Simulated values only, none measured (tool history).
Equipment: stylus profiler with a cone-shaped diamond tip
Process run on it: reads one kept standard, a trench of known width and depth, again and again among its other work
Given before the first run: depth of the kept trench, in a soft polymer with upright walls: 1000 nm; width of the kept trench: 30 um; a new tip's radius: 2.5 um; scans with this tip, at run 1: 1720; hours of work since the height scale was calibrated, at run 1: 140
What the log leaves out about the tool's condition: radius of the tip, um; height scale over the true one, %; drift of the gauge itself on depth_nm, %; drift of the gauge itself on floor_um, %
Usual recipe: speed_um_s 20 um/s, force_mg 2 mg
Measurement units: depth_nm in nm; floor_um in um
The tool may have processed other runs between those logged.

run	hour	speed_um_s	force_mg	scans with this tip	hours of work since the height scale was calibrated	depth_nm	floor_um
1	0	20	2	1720	140	1010.88	25.57
2	13.3	20	2	1794	146	1010.78	25.61
3	23.6	20	2	1852	151	1011.32	25.57
4	32.4	20	2	1901	155	1010.8	25.53
5	51.5	19	2	2007	164	1010.7	25.58
6	69	19	2	2104	172	1011.09	25.56
7	81	19	2	2170	177	1010.63	25.5
8	98.1	20	1.82	2265	185	1009.79	25.56
9	117.3	20	1.82	2372	194	1010.1	25.46
10	136.2	20	1.82	2477	202	1010.15	25.41
11	145.5	20	2	2529	206	1010.61	25.47
12	159.3	20	2	2605	213	1010.54	25.41
13	174.1	20	2	2688	219	1010.66	25.36
14	189.8	20	2	2775	226	1010.73	25.38
15	200.9	20	2	2837	231	1010.23	25.35
16	213.9	20	2	2909	237	1010.37	25.39
17	224.3	20	2	2967	242	1010.27	25.37
18	235.6	20	2	3029	247	1010.08	25.37
19	254.2	20	1.37	3133	256	1007.7	25.27
20	267.9	20	1.37	3209	262	1007.59	25.27
21	286.4	20	1.41	3311	270	1007.87	25.27
22	300.6	20	1.41	3390	277	1008.21	25.2
23	313.9	20	1.41	3464	283	1007.94	25.3
24	332.5	55	1.41	3568	291	1007.64	25.04
25	342.5	6	1.54	3623	296	1008.07	25.29
26	351.6	64	1.54	3674	300	1008.49	25.01
27	371.8	64	1.54	3786	309	1007.83	24.92
28	387.1	64	1.54	3871	316	1008.55	24.88
29	402.6	37	2.19	3957	323	1010.83	25.08
30	419.1	10	3.49	4049	330	1014.76	25.19
31	438.5	62	3.49	4157	339	1015.08	25
# hour 440.9: height scale calibrated on a step standard
32	456.9	19	1	4256	7	1004.88	25.07
33	473.1	20	1.76	4346	15	1008.4	25.1
# hour 481.7: height scale calibrated on a step standard, once more
34	485.4	29	0.8	4412	2	1006.56	24.94
35	497.8	5	4.05	4481	7	1018.83	25.07
36	512.9	24	2	4565	14	1011.73	25.01
37	528.6	24	2	4652	21	1011.47	24.99
38	547	23	2.7	4754	30	1014.03	25.05
39	560	23	2.7	4826	35	1014.22	24.96
40	579.6	23	2.7	4935	44	1014.42	24.96
41	599.8	23	2.7	5047	54	1014.27	24.94
42	615.1	18	2.7	5132	60	1013.96	24.95
43	627.4	6	1.57	5201	66	1009.43	24.99
44	646.3	6	1.57	5306	75	1009.49	24.93
45	657.8	6	1.57	5370	80	1009.67	24.95

5 ways to go on from here, each from the tool as it stands after run 45. What would each give?
A	673.2	42	1.93	5455	87	?	?
B	673.2	43	2	5455	87	?	?
C	673.2	13	5.98	5455	87	?	?
D	673.2	20	1.95	5455	87	?	?
E	673.2	15	2.45	5455	87	?	?

run	depth_nm	floor_um
A	1011.33	24.71
B	1011.47	24.78
C	1023.92	24.89
D	1011.37	24.84
E	1012.57	24.88
Stripped of hidden state, with their random variation kept, the same runs would have yielded:
run	depth_nm	floor_um
A	1011.69	25.76
B	1011.83	25.83
C	1024.29	25.94
D	1011.74	25.89
E	1012.94	25.93

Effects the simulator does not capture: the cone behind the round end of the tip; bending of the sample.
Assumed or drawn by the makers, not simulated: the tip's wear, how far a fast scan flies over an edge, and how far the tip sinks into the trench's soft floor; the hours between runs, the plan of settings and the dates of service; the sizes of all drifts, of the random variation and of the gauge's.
